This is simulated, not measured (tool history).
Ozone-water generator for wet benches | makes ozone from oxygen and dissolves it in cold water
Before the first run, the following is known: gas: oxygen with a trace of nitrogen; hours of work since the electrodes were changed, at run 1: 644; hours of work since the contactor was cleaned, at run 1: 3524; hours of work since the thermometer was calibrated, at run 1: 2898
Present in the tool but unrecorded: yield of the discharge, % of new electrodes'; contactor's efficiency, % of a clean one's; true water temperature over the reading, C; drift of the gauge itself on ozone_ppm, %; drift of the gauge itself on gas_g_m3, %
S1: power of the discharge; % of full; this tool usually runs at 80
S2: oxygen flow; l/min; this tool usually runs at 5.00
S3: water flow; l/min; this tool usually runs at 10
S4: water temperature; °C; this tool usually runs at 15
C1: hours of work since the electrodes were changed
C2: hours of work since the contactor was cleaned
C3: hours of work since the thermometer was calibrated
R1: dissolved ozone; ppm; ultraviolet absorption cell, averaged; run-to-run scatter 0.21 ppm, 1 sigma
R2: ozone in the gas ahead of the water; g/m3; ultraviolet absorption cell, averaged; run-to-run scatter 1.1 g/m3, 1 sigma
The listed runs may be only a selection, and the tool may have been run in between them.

{"run": 1, "day": 0.0, "S1": 80, "S2": 5.0, "S3": 10, "S4": 15, "C1": 644, "C2": 3524, "C3": 2898, "R1": 31.0, "R2": 188.8}
{"run": 2, "day": 2.592, "S1": 80, "S2": 5.0, "S3": 10, "S4": 15, "C1": 705, "C2": 3585, "C3": 2959, "R1": 31.0, "R2": 188.8}
{"run": 3, "day": 4.171, "S1": 80, "S2": 5.0, "S3": 10, "S4": 15, "C1": 742, "C2": 3622, "C3": 2996, "R1": 30.8, "R2": 189.2}
{"run": 4, "day": 5.496, "S1": 80, "S2": 5.0, "S3": 10, "S4": 15, "C1": 773, "C2": 3654, "C3": 3027, "R1": 30.9, "R2": 188.5}
{"day": 5.817, "done": "contactor cleaned"}
{"run": 5, "day": 6.992, "S1": 80, "S2": 5.0, "S3": 10, "S4": 18, "C1": 805, "C2": 28, "C3": 3059, "R1": 28.7, "R2": 188.4}
{"run": 6, "day": 9.192, "S1": 80, "S2": 5.0, "S3": 10, "S4": 18, "C1": 857, "C2": 79, "C3": 3110, "R1": 29.1, "R2": 188.3}
{"run": 7, "day": 10.688, "S1": 80, "S2": 4.45, "S3": 10, "S4": 15, "C1": 892, "C2": 115, "C3": 3146, "R1": 31.1, "R2": 202.5}
{"run": 8, "day": 12.9, "S1": 80, "S2": 4.45, "S3": 10, "S4": 15, "C1": 944, "C2": 167, "C3": 3198, "R1": 31.0, "R2": 202.7}
{"run": 9, "day": 15.683, "S1": 80, "S2": 4.45, "S3": 10, "S4": 15, "C1": 1010, "C2": 232, "C3": 3263, "R1": 31.0, "R2": 201.1}
{"run": 10, "day": 17.496, "S1": 80, "S2": 8.11, "S3": 10, "S4": 10, "C1": 1052, "C2": 275, "C3": 3306, "R1": 30.9, "R2": 143.5}
{"run": 11, "day": 20.35, "S1": 80, "S2": 8.11, "S3": 10, "S4": 10, "C1": 1119, "C2": 342, "C3": 3373, "R1": 30.4, "R2": 144.4}
{"run": 12, "day": 23.021, "S1": 80, "S2": 5.24, "S3": 6, "S4": 15, "C1": 1182, "C2": 405, "C3": 3436, "R1": 40.2, "R2": 182.2}
{"run": 13, "day": 24.446, "S1": 80, "S2": 3.18, "S3": 6, "S4": 15, "C1": 1216, "C2": 439, "C3": 3470, "R1": 44.9, "R2": 246.4}
{"run": 14, "day": 25.838, "S1": 85, "S2": 7.85, "S3": 7, "S4": 8, "C1": 1249, "C2": 472, "C3": 3503, "R1": 40.8, "R2": 152.6}
{"run": 15, "day": 28.371, "S1": 80, "S2": 5.87, "S3": 6, "S4": 15, "C1": 1308, "C2": 531, "C3": 3562, "R1": 38.3, "R2": 173.7}

Forecast run 16:
{"run": 16, "day": 31.217, "S1": 80, "S2": 5.87, "S3": 6, "S4": 15, "C1": 1375, "C2": 598, "C3": 3629, "R1": "?", "R2": "?"}

Run 16 measured R1 38.8 ppm, R2 173.3 g/m3.
Had the tool carried no hidden state, the very same run would have given R1 38.9 ppm, R2 173.4 g/m3.
